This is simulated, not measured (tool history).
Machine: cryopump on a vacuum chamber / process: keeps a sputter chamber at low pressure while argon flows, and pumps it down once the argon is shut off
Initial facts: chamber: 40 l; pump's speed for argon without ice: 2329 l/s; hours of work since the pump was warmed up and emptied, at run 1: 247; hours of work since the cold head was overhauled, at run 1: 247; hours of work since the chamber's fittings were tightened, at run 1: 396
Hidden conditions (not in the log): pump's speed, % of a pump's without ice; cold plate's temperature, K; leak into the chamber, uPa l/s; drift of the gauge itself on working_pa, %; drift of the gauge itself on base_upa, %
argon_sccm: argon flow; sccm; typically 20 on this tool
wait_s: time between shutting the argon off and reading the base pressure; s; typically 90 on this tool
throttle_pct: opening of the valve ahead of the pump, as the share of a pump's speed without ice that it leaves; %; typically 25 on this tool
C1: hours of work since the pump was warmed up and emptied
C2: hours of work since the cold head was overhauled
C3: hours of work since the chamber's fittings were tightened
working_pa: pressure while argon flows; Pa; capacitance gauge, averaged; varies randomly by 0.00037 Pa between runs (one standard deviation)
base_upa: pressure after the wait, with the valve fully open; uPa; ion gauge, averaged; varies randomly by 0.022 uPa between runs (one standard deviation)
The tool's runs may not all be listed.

Run 1, hour 0: usual settings; C1 247; C2 247; C3 396. Result: working_pa 0.06 Pa, base_upa 0.95 uPa.
Run 2, hour 20.4: usual settings but argon_sccm 15 sccm; C1 262; C2 262; C3 411. Result: working_pa 0.0446 Pa, base_upa 0.96 uPa.
Run 3, hour 35.1: usual settings but argon_sccm 15 sccm; C1 273; C2 273; C3 422. Result: working_pa 0.0442 Pa, base_upa 0.89 uPa.
Run 4, hour 52.5: usual settings; C1 286; C2 286; C3 436. Result: working_pa 0.06 Pa, base_upa 0.96 uPa.
Run 5, hour 67.2: usual settings; C1 297; C2 297; C3 447. Result: working_pa 0.0599 Pa, base_upa 0.99 uPa.
Run 6, hour 81.2: usual settings; C1 308; C2 308; C3 457. Result: working_pa 0.0607 Pa, base_upa 0.97 uPa.
Run 7, hour 93.7: usual settings but wait_s 51 s; C1 317; C2 317; C3 466. Result: working_pa 0.0603 Pa, base_upa 1.4 uPa.
Run 8, hour 112.1: usual settings but wait_s 51 s; C1 331; C2 331; C3 480. Result: working_pa 0.0602 Pa, base_upa 1.4 uPa.
Run 9, hour 123.1: usual settings; C1 339; C2 339; C3 489. Result: working_pa 0.0602 Pa, base_upa 1.01 uPa.
Run 10, hour 142.9: usual settings; C1 354; C2 354; C3 503. Result: working_pa 0.0604 Pa, base_upa 1.04 uPa.
Run 11, hour 156.5: usual settings but wait_s 185 s; C1 364; C2 364; C3 514. Result: working_pa 0.0602 Pa, base_upa 0.76 uPa.
Run 12, hour 177.9: usual settings; C1 380; C2 380; C3 530. Result: working_pa 0.0605 Pa, base_upa 1.04 uPa.
Run 13, hour 187.3: usual settings but throttle_pct 34 %; C1 387; C2 387; C3 537. Result: working_pa 0.0459 Pa, base_upa 1.04 uPa.
Run 14, hour 208.2: usual settings but argon_sccm 22 sccm; C1 403; C2 403; C3 553. Result: working_pa 0.0668 Pa, base_upa 1.07 uPa.
Run 15, hour 223.1: usual settings but argon_sccm 11 sccm, wait_s 175 s; C1 414; C2 414; C3 564. Result: working_pa 0.0339 Pa, base_upa 0.79 uPa.
Run 16, hour 237.9: usual settings but argon_sccm 11 sccm, wait_s 116 s, throttle_pct 37 %; C1 425; C2 425; C3 575. Result: working_pa 0.0234 Pa, base_upa 0.96 uPa.
Run 17, hour 256.1: usual settings but argon_sccm 17 sccm, wait_s 35 s; C1 439; C2 439; C3 588. Result: working_pa 0.0524 Pa, base_upa 1.91 uPa.
Run 18, hour 275.1: usual settings but argon_sccm 17 sccm, wait_s 35 s; C1 453; C2 453; C3 603. Result: working_pa 0.0519 Pa, base_upa 1.9 uPa.
Run 19, hour 285: usual settings but argon_sccm 40 sccm, wait_s 64 s, throttle_pct 55 %; C1 461; C2 461; C3 610. Result: working_pa 0.0583 Pa, base_upa 1.35 uPa.
Run 20, hour 301.5: usual settings but argon_sccm 38 sccm, throttle_pct 18 %; C1 473; C2 473; C3 623. Result: working_pa 0.1593 Pa, base_upa 1.13 uPa.
Run 21, hour 318: usual settings but argon_sccm 35 sccm, wait_s 92 s, throttle_pct 51 %; C1 486; C2 486; C3 635. Result: working_pa 0.0562 Pa, base_upa 1.11 uPa.
Run 22, hour 334.4: usual settings but throttle_pct 23 %; C1 498; C2 498; C3 647. Result: working_pa 0.0666 Pa, base_upa 1.14 uPa.
Run 23, hour 354.4: usual settings but throttle_pct 29 %; C1 513; C2 513; C3 662. Result: working_pa 0.0545 Pa, base_upa 1.16 uPa.
Run 24, hour 371.8: usual settings but throttle_pct 29 %; C1 526; C2 526; C3 675. Result: working_pa 0.0535 Pa, base_upa 1.13 uPa.
Run 25, hour 389.9: usual settings but argon_sccm 11 sccm, throttle_pct 29 %; C1 540; C2 540; C3 689. Result: working_pa 0.0295 Pa, base_upa 1.17 uPa.
Run 26, hour 410: usual settings but argon_sccm 11 sccm, throttle_pct 29 %; C1 555; C2 555; C3 704. Result: working_pa 0.0299 Pa, base_upa 1.22 uPa.
Run 27, hour 431.8: usual settings but argon_sccm 11 sccm, throttle_pct 29 %; C1 571; C2 571; C3 721. Result: working_pa 0.03 Pa, base_upa 1.2 uPa.
Run 28, hour 443.1: usual settings but argon_sccm 26 sccm, wait_s 21 s; C1 580; C2 580; C3 729. Result: working_pa 0.0815 Pa, base_upa 2.9 uPa.

Difference, measured minus no-hidden-state, one row per run. Run-to-run variation is common to both terms; the gauge's own scatter need not be:
run  working_pa  base_upa
  1     +0.0016     +0.27
  2     +0.0012     +0.29
  3     +0.0013     +0.29
  4     +0.0018      +0.3
  5     +0.0018     +0.31
  6     +0.0019     +0.33
  7      +0.002     +0.33
  8     +0.0021     +0.34
  9     +0.0022     +0.35
 10     +0.0023     +0.37
 11     +0.0023     +0.37
 12     +0.0025     +0.38
 13     +0.0026      +0.4
 14      +0.003     +0.42
 15     +0.0015     +0.41
 16     +0.0015     +0.42
 17     +0.0025     +0.44
 18     +0.0026     +0.45
 19     +0.0062     +0.47
 20     +0.0061     +0.48
 21     +0.0058     +0.48
 22     +0.0034      +0.5
 23     +0.0036     +0.53
 24     +0.0037     +0.53
 25     +0.0021     +0.53
 26     +0.0021     +0.55
 27     +0.0022     +0.57
 28     +0.0053     +0.57
